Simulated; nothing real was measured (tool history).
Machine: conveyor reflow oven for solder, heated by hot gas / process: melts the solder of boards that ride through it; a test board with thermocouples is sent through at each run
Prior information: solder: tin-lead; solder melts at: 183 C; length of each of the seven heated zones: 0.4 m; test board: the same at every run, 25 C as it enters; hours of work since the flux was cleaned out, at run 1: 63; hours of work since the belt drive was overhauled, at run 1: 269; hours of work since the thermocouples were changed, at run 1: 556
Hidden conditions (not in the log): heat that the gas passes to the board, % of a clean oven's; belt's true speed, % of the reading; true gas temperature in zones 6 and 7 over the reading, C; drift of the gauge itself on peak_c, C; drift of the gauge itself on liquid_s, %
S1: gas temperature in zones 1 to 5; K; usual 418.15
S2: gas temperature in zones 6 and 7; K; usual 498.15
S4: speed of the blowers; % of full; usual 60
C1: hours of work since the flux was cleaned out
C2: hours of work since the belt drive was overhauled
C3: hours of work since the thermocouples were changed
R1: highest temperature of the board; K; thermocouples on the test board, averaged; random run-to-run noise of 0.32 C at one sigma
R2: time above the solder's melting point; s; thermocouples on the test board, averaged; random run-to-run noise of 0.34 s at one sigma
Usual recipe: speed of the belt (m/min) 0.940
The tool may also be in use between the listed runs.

Run 1, hour 0.0: usual settings; C1 63; C2 269; C3 556. Result: R1 481.75 K, R2 34.7 s.
Run 2, hour 93.9: usual settings; C1 133; C2 339; C3 627. Result: R1 481.25 K, R2 34.7 s.
Run 3, hour 138.5: usual settings; C1 166; C2 372; C3 660. Result: R1 481.75 K, R2 34.7 s.
Run 4, hour 226.0: usual settings; C1 232; C2 438; C3 725. Result: R1 481.25 K, R2 34.0 s.
Run 5, hour 313.1: usual settings but S1 406.15 K; C1 297; C2 503; C3 790. Result: R1 478.65 K, R2 29.3 s.
Run 6, hour 376.2: usual settings but S1 415.15 K; C1 344; C2 550; C3 837. Result: R1 480.55 K, R2 32.7 s.
At hour 407.9: flux residue cleaned out of gas plates and filters.
Run 7, hour 479.1: usual settings but S1 425.15 K; C1 53; C2 623; C3 910. Result: R1 484.95 K, R2 38.6 s.
Run 8, hour 577.4: usual settings but S1 425.15 K; C1 126; C2 696; C3 984. Result: R1 484.55 K, R2 38.5 s.
Run 9, hour 640.5: usual settings but speed of the belt (m/min) 1.085; C1 174; C2 743; C3 1031. Result: R1 477.85 K, R2 26.6 s.
Run 10, hour 712.5: usual settings but S4 69 % of full; C1 227; C2 797; C3 1084. Result: R1 483.45 K, R2 36.7 s.
Run 11, hour 757.3: usual settings but S4 55 % of full; C1 261; C2 830; C3 1118. Result: R1 482.05 K, R2 35.4 s.
At hour 769.5: belt drive overhauled, speed set with a stopwatch.
Run 12, hour 853.5: usual settings but S2 497.15 K, speed of the belt (m/min) 0.907; C1 329; C2 63; C3 1187. Result: R1 482.95 K, R2 37.9 s.
At hour 907.8: flux residue cleaned out of gas plates and filters.
Run 13, hour 948.5: usual settings but S2 497.15 K, speed of the belt (m/min) 0.907; C1 30; C2 130; C3 1254. Result: R1 485.35 K, R2 39.9 s.
At hour 996.5: belt drive overhauled, speed set with a stopwatch, once more.
Run 14, hour 1020.2: usual settings but S2 497.15 K, speed of the belt (m/min) 0.907; C1 81; C2 18; C3 1304. Result: R1 484.05 K, R2 36.9 s.
Run 15, hour 1079.7: usual settings but S2 497.15 K, speed of the belt (m/min) 0.907; C1 125; C2 62; C3 1349. Result: R1 483.85 K, R2 36.9 s.
At hour 1134.4: thermocouples of zones 6 and 7 changed.
Run 16, hour 1151.2: usual settings but S1 423.15 K, S2 497.15 K, speed of the belt (m/min) 0.907, S4 59 % of full; C1 177; C2 114; C3 13. Result: R1 480.75 K, R2 36.0 s.
Run 17, hour 1248.1: usual settings but S1 423.15 K, S2 497.15 K, speed of the belt (m/min) 0.907, S4 59 % of full; C1 249; C2 186; C3 85. Result: R1 480.35 K, R2 35.8 s.
Run 18, hour 1329.3: usual settings but S1 423.15 K, S2 497.15 K, speed of the belt (m/min) 0.907, S4 59 % of full; C1 310; C2 247; C3 145. Result: R1 480.45 K, R2 36.4 s.
At hour 1402.6: flux residue cleaned out of gas plates and filters.
Run 19, hour 1414.4: usual settings but S1 430.15 K, S4 58 % of full; C1 9; C2 307; C3 205. Result: R1 483.25 K, R2 39.5 s.
Run 20, hour 1509.8: usual settings but S1 432.15 K, speed of the belt (m/min) 1.011, S4 90 % of full; C1 80; C2 378; C3 276. Result: R1 485.85 K, R2 39.0 s.
Run 21, hour 1608.4: usual settings but S2 488.15 K, speed of the belt (m/min) 0.781; C1 154; C2 451; C3 350. Result: R1 477.15 K, R2 40.3 s.

Alternative continuations, all from the tool just after run 21; predict every row:
Run A, hour 1702.1: usual settings; C1 224; C2 521; C3 420. Result: R1 ?, R2 ?.
Run B, hour 1702.1: usual settings but S1 414.15 K; C1 224; C2 521; C3 420. Result: R1 ?, R2 ?.
Run C, hour 1702.1: usual settings but speed of the belt (m/min) 0.758; C1 224; C2 521; C3 420. Result: R1 ?, R2 ?.
Run D, hour 1702.1: usual settings but S2 495.15 K, speed of the belt (m/min) 1.017, S4 50 % of full; C1 224; C2 521; C3 420. Result: R1 ?, R2 ?.
Run E, hour 1702.1: usual settings but speed of the belt (m/min) 0.921, S4 66 % of full; C1 224; C2 521; C3 420. Result: R1 ?, R2 ?.

run      R1    R2
  A  480.75  34.4
  B  480.15  31.8
  C  487.45  48.7
  D  473.95  24.3
  E  482.65  36.0
With no hidden state in the tool, these same runs would have given:
run      R1    R2
  A  480.55  34.0
  B  479.95  31.5
  C  486.95  47.9
  D  473.85  24.0
  E  482.45  35.6

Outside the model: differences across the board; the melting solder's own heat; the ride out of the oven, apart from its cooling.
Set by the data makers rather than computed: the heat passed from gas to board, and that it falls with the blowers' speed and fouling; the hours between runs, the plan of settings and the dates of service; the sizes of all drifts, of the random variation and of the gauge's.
